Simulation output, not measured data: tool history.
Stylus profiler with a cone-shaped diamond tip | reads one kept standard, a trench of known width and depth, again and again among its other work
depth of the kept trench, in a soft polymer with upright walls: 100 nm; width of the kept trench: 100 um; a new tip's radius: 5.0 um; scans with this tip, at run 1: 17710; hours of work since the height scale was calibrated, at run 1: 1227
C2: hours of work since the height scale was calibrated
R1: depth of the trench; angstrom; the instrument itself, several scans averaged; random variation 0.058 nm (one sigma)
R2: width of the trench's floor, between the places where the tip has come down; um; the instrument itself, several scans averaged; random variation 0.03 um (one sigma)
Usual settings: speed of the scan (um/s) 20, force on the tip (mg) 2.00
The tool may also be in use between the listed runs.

Run 1, hour 0.0: usual settings; scans with this tip 17710; C2 1227. Result: R1 1014.8 angstrom, R2 97.90 um.
At hour 45.4: new tip fitted, height scale calibrated.
Run 2, hour 91.1: usual settings but speed of the scan (um/s) 23; scans with this tip 357; C2 25. Result: R1 1014.7 angstrom, R2 97.98 um.
Run 3, hour 194.4: usual settings but speed of the scan (um/s) 23; scans with this tip 1164; C2 81. Result: R1 1013.7 angstrom, R2 97.95 um.
Run 4, hour 271.1: usual settings; scans with this tip 1762; C2 122. Result: R1 1015.5 angstrom, R2 97.97 um.
Run 5, hour 333.1: usual settings; scans with this tip 2247; C2 156. Result: R1 1014.6 angstrom, R2 97.95 um.
Run 6, hour 380.2: usual settings; scans with this tip 2614; C2 181. Result: R1 1013.9 angstrom, R2 97.94 um.
Run 7, hour 449.5: usual settings but speed of the scan (um/s) 15; scans with this tip 3155; C2 219. Result: R1 1014.5 angstrom, R2 97.96 um.
Run 8, hour 530.1: usual settings but speed of the scan (um/s) 15; scans with this tip 3784; C2 262. Result: R1 1013.0 angstrom, R2 98.01 um.
Run 9, hour 591.2: usual settings but speed of the scan (um/s) 15, force on the tip (mg) 1.48; scans with this tip 4261; C2 295. Result: R1 1011.8 angstrom, R2 97.95 um.
Run 10, hour 676.3: usual settings but speed of the scan (um/s) 6; scans with this tip 4925; C2 341. Result: R1 1015.1 angstrom, R2 98.03 um.
Run 11, hour 755.6: usual settings but speed of the scan (um/s) 6; scans with this tip 5544; C2 384. Result: R1 1015.5 angstrom, R2 98.05 um.
Run 12, hour 815.7: usual settings but speed of the scan (um/s) 11; scans with this tip 6014; C2 417. Result: R1 1014.0 angstrom, R2 97.96 um.
Run 13, hour 909.0: usual settings but speed of the scan (um/s) 66, force on the tip (mg) 2.96; scans with this tip 6742; C2 467. Result: R1 1019.0 angstrom, R2 97.82 um.
Run 14, hour 983.4: usual settings but speed of the scan (um/s) 15, force on the tip (mg) 3.77; scans with this tip 7323; C2 507. Result: R1 1022.8 angstrom, R2 97.97 um.
Run 15, hour 1031.8: usual settings but speed of the scan (um/s) 11, force on the tip (mg) 0.72; scans with this tip 7700; C2 534. Result: R1 1007.3 angstrom, R2 97.95 um.
Run 16, hour 1116.8: usual settings but speed of the scan (um/s) 35, force on the tip (mg) 5.49; scans with this tip 8363; C2 580. Result: R1 1028.3 angstrom, R2 97.93 um.
Run 17, hour 1169.4: usual settings but speed of the scan (um/s) 42, force on the tip (mg) 5.63; scans with this tip 8774; C2 608. Result: R1 1028.1 angstrom, R2 97.92 um.
Run 18, hour 1239.0: usual settings but speed of the scan (um/s) 7, force on the tip (mg) 4.90; scans with this tip 9318; C2 646. Result: R1 1025.6 angstrom, R2 97.92 um.

5 ways to go on from here, each from the tool as it stands after run 18. What would each give?
Run A, hour 1329.6: usual settings but speed of the scan (um/s) 53; scans with this tip 10025; C2 695. Result: R1 ?, R2 ?.
Run B, hour 1329.6: usual settings but speed of the scan (um/s) 45, force on the tip (mg) 4.70; scans with this tip 10025; C2 695. Result: R1 ?, R2 ?.
Run C, hour 1329.6: usual settings but speed of the scan (um/s) 15, force on the tip (mg) 0.86; scans with this tip 10025; C2 695. Result: R1 ?, R2 ?.
Run D, hour 1329.6: usual settings but speed of the scan (um/s) 69, force on the tip (mg) 0.78; scans with this tip 10025; C2 695. Result: R1 ?, R2 ?.
Run E, hour 1329.6: usual settings but speed of the scan (um/s) 29, force on the tip (mg) 1.07; scans with this tip 10025; C2 695. Result: R1 ?, R2 ?.

run      R1     R2
  A  1014.7  97.85
  B  1024.9  97.94
  C  1007.9  97.96
  D  1008.3  97.68
  E  1009.2  97.91
Without the tool's hidden state the same runs would have given:
run      R1     R2
  A  1014.6  97.86
  B  1024.9  97.95
  C  1007.9  97.97
  D  1008.3  97.69
  E  1009.2  97.92

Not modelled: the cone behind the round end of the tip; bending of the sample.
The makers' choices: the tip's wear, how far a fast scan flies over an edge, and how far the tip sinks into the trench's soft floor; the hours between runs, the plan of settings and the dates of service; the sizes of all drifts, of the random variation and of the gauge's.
